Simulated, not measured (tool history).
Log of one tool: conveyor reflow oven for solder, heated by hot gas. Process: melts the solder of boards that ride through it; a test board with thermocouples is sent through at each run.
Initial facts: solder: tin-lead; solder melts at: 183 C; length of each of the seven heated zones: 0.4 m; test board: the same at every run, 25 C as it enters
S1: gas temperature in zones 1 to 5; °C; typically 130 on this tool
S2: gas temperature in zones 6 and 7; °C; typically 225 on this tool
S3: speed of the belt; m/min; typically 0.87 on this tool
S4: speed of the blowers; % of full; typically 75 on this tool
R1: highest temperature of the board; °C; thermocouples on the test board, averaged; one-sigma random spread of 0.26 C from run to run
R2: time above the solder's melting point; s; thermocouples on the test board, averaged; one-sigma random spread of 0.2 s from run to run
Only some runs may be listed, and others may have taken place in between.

run   hour   S1   S2     S3  S4     R1    R2
  1      0  130  225   0.87  75  209.1  34.4
  2   10.2  130  225   0.87  75  209.3  34.2
  3   18.3  130  225   0.87  75  209.5  34.3
  4   31.6  130  221   0.87  75  205.6  32.3
  5   45.3  130  221   0.87  75  205.6  32.1
  6   51.8  130  221   0.87  75  205.9    32
  7   58.9  130  233   0.87  75  216.2    39
  8   68.1  133  217  0.952  75  199.8  24.5
  9   77.2  133  217  0.952  75  200.5    25
 10   88.2  130  225   0.87  71  208.1  33.7
 11  102.5  130  225   0.87  71  208.1  34.2
 12  109.7  130  225   0.87  85    211  36.5

Run 13 comes next. What will it give?
 13  118.5  130  225  0.87  85   ?   ?

R1: 211.2 °C
R2: 36.3 s
Without the tool's hidden state the same run would have given R1 211.2 °C, R2 36.3 s.
